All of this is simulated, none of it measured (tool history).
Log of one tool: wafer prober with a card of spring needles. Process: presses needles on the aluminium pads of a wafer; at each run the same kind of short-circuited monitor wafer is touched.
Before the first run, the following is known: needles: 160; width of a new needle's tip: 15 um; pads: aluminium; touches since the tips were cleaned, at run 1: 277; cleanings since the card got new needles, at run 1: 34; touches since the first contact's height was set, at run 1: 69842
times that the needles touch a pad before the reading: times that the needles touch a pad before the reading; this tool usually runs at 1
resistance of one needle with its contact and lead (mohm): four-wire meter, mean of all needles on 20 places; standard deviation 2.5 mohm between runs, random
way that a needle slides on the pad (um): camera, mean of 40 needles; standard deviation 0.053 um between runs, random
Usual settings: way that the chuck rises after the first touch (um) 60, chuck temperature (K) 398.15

| run | day | way that the chuck rises after the first touch (um) | chuck temperature (K) | times that the needles touch a pad before the reading | touches since the tips were cleaned | cleanings since the card got new needles | touches since the first contact's height was set | resistance of one needle with its contact and lead (mohm) | way that a needle slides on the pad (um) |
|---|---|---|---|---|---|---|---|---|---|
| 1 | 0 | 60 | 398.15 | 1 | 277 | 34 | 69842 | 330 | 7.58 |
|  | 0.212 | tips cleaned on abrasive film |
|  | 0.479 | tips cleaned on abrasive film |
|  | 0.746 | tips cleaned on abrasive film |
|  | 0.962 | tips cleaned on abrasive film |
|  | 1.2 | tips cleaned on abrasive film |
| 2 | 1.2 | 60 | 398.15 | 1 | 0 | 39 | 79429 | 300 | 7.42 |
|  | 1.467 | tips cleaned on abrasive film |
|  | 1.733 | tips cleaned on abrasive film |
| 3 | 1.796 | 60 | 398.15 | 1 | 494 | 41 | 84191 | 336 | 7.44 |
|  | 1.954 | tips cleaned on abrasive film |
|  | 2.171 | tips cleaned on abrasive film |
|  | 2.438 | tips cleaned on abrasive film |
|  | 2.65 | tips cleaned on abrasive film |
|  | 2.917 | tips cleaned on abrasive film |
| 4 | 2.921 | 60 | 398.15 | 1 | 45 | 46 | 93200 | 303 | 7.4 |
|  | 3.138 | tips cleaned on abrasive film |
|  | 3.35 | tips cleaned on abrasive film |
|  | 3.612 | tips cleaned on abrasive film |
| 5 | 3.612 | 60 | 398.15 | 1 | 0 | 49 | 98703 | 311 | 7.35 |
|  | 3.879 | tips cleaned on abrasive film |
|  | 4.146 | tips cleaned on abrasive film |
|  | 4.412 | tips cleaned on abrasive film |
| 6 | 4.512 | 60 | 398.15 | 1 | 812 | 52 | 105917 | 369 | 7.28 |
|  | 4.675 | tips cleaned on abrasive film |
|  | 4.942 | tips cleaned on abrasive film |
| 7 | 5.067 | 60 | 398.15 | 1 | 1038 | 54 | 110369 | 386 | 7.21 |
|  | 5.175 | tips cleaned on abrasive film |
|  | 5.442 | tips cleaned on abrasive film |
|  | 5.658 | tips cleaned on abrasive film |
| 8 | 5.667 | 64 | 398.15 | 1 | 60 | 57 | 115125 | 312 | 7.71 |
|  | 5.879 | tips cleaned on abrasive film |
|  | 6.092 | tips cleaned on abrasive film |
|  | 6.358 | tips cleaned on abrasive film |
|  | 6.625 | tips cleaned on abrasive film |
| 9 | 6.825 | 60 | 398.15 | 1 | 1612 | 61 | 124422 | 419 | 7.17 |
|  | 6.883 | tips cleaned on abrasive film |
|  | 7.15 | tips cleaned on abrasive film |
|  | 7.362 | tips cleaned on abrasive film |
| 10 | 7.55 | 60 | 398.15 | 1 | 1509 | 64 | 130200 | 427 | 7.09 |
|  | 7.604 | tips cleaned on abrasive film |
|  | 7.871 | tips cleaned on abrasive film |
|  | 7.883 | height of the first contact set anew |
|  | 8.15 | tips cleaned on abrasive film |
|  | 8.417 | tips cleaned on abrasive film |
| 11 | 8.567 | 60 | 398.15 | 1 | 1212 | 68 | 5480 | 445 | 6.63 |
|  | 8.675 | tips cleaned on abrasive film |
|  | 8.942 | tips cleaned on abrasive film |
|  | 9.208 | tips cleaned on abrasive film |
|  | 9.475 | tips cleaned on abrasive film |
|  | 9.708 | tips cleaned on abrasive film |
| 12 | 9.708 | 60 | 398.15 | 1 | 0 | 73 | 14602 | 307 | 6.52 |
|  | 9.975 | tips cleaned on abrasive film |
|  | 10.242 | tips cleaned on abrasive film |
|  | 10.454 | tips cleaned on abrasive film |
|  | 10.721 | tips cleaned on abrasive film |
| 13 | 10.854 | 60 | 398.15 | 1 | 1075 | 77 | 23785 | 422 | 6.51 |
|  | 10.962 | tips cleaned on abrasive film |
|  | 11.229 | tips cleaned on abrasive film |
|  | 11.496 | tips cleaned on abrasive film |
| 14 | 11.621 | 63 | 395.15 | 1 | 1022 | 80 | 29927 | 408 | 6.94 |
|  | 11.733 | tips cleaned on abrasive film |
|  | 11.946 | tips cleaned on abrasive film |
|  | 12.212 | tips cleaned on abrasive film |
|  | 12.479 | tips cleaned on abrasive film |
|  | 12.692 | tips cleaned on abrasive film |
| 15 | 12.817 | 60 | 315.15 | 3 | 1003 | 85 | 39464 | 327 | 6.43 |
|  | 12.925 | tips cleaned on abrasive film |
|  | 13.192 | tips cleaned on abrasive film |
|  | 13.458 | tips cleaned on abrasive film |
| 16 | 13.488 | 45 | 315.15 | 1 | 235 | 88 | 44823 | 406 | 4.31 |
|  | 13.7 | tips cleaned on abrasive film |
|  | 13.967 | tips cleaned on abrasive film |
| 17 | 14.129 | 44 | 314.15 | 1 | 1291 | 90 | 49954 | 685 | 4.24 |
|  | 14.183 | tips cleaned on abrasive film |
|  | 14.25 | height of the first contact set anew, once more |
|  | 14.462 | tips cleaned on abrasive film |
|  | 14.729 | tips cleaned on abrasive film |
|  | 14.996 | tips cleaned on abrasive film |
|  | 15.262 | tips cleaned on abrasive film |
| 18 | 15.462 | 60 | 374.15 | 2 | 1609 | 95 | 9718 | 359 | 7.87 |
|  | 15.517 | tips cleaned on abrasive film |
|  | 15.783 | tips cleaned on abrasive film |
|  | 16.05 | tips cleaned on abrasive film |
|  | 16.317 | tips cleaned on abrasive film |
|  | 16.533 | tips cleaned on abrasive film |
| 19 | 16.729 | 60 | 374.15 | 2 | 1603 | 100 | 19858 | 371 | 7.69 |
|  | 16.788 | tips cleaned on abrasive film |
|  | 17 | tips cleaned on abrasive film |
|  | 17.267 | tips cleaned on abrasive film |
|  | 17.533 | tips cleaned on abrasive film |
|  | 17.754 | tips cleaned on abrasive film |
| 20 | 17.754 | 45 | 323.15 | 2 | 0 | 105 | 28023 | 296 | 5.8 |
|  | 18.021 | tips cleaned on abrasive film |
|  | 18.288 | tips cleaned on abrasive film |
|  | 18.554 | tips cleaned on abrasive film |
|  | 18.821 | tips cleaned on abrasive film |
| 21 | 18.821 | 56 | 358.15 | 3 | 0 | 109 | 36554 | 287 | 7.24 |
|  | 19.088 | tips cleaned on abrasive film |
|  | 19.354 | tips cleaned on abrasive film |
| 22 | 19.4 | 56 | 317.15 | 3 | 378 | 111 | 41200 | 291 | 7.1 |
|  | 19.612 | tips cleaned on abrasive film |
|  | 19.829 | tips cleaned on abrasive film |
|  | 20.096 | tips cleaned on abrasive film |
|  | 20.362 | tips cleaned on abrasive film |
| 23 | 20.433 | 56 | 317.15 | 3 | 567 | 115 | 49450 | 313 | 7.01 |
|  | 20.592 | tips cleaned on abrasive film |
|  | 20.858 | tips cleaned on abrasive film |
|  | 21.125 | tips cleaned on abrasive film |
| 24 | 21.204 | 44 | 342.15 | 3 | 626 | 118 | 55622 | 351 | 5.54 |
|  | 21.367 | tips cleaned on abrasive film |
|  | 21.629 | tips cleaned on abrasive film |
|  | 21.896 | tips cleaned on abrasive film |
|  | 22.112 | tips cleaned on abrasive film |
|  | 22.379 | tips cleaned on abrasive film |
| 25 | 22.471 | 44 | 342.15 | 3 | 736 | 123 | 65748 | 360 | 5.32 |
|  | 22.629 | tips cleaned on abrasive film |
|  | 22.846 | tips cleaned on abrasive film |
|  | 23.112 | tips cleaned on abrasive film |
|  | 23.325 | tips cleaned on abrasive film |
|  | 23.592 | tips cleaned on abrasive film |
| 26 | 23.646 | 69 | 342.15 | 3 | 437 | 128 | 75148 | 299 | 8.66 |

Here are 3 independent what-if runs from the current tool condition. What would each one return?
|  | 23.808 | tips cleaned on abrasive film |
|  | 24.075 | tips cleaned on abrasive film |
| A | 24.221 | 62 | 306.15 | 1 | 1186 | 130 | 79747 | ? | ? |
|  | 23.808 | tips cleaned on abrasive film |
|  | 24.075 | tips cleaned on abrasive film |
| B | 24.221 | 60 | 398.15 | 2 | 1186 | 130 | 79747 | ? | ? |
|  | 23.808 | tips cleaned on abrasive film |
|  | 24.075 | tips cleaned on abrasive film |
| C | 24.221 | 45 | 349.15 | 2 | 1186 | 130 | 79747 | ? | ? |

| run | resistance of one needle with its contact and lead (mohm) | way that a needle slides on the pad (um) |
|---|---|---|
| A | 419 | 7.69 |
| B | 378 | 7.46 |
| C | 450 | 5.5 |
The same runs, with their run-to-run variation unchanged, on a tool lacking any hidden condition would have given:
| run | resistance of one needle with its contact and lead (mohm) | way that a needle slides on the pad (um) |
|---|---|---|
| A | 268 | 8.18 |
| B | 292 | 7.95 |
| C | 285 | 6 |
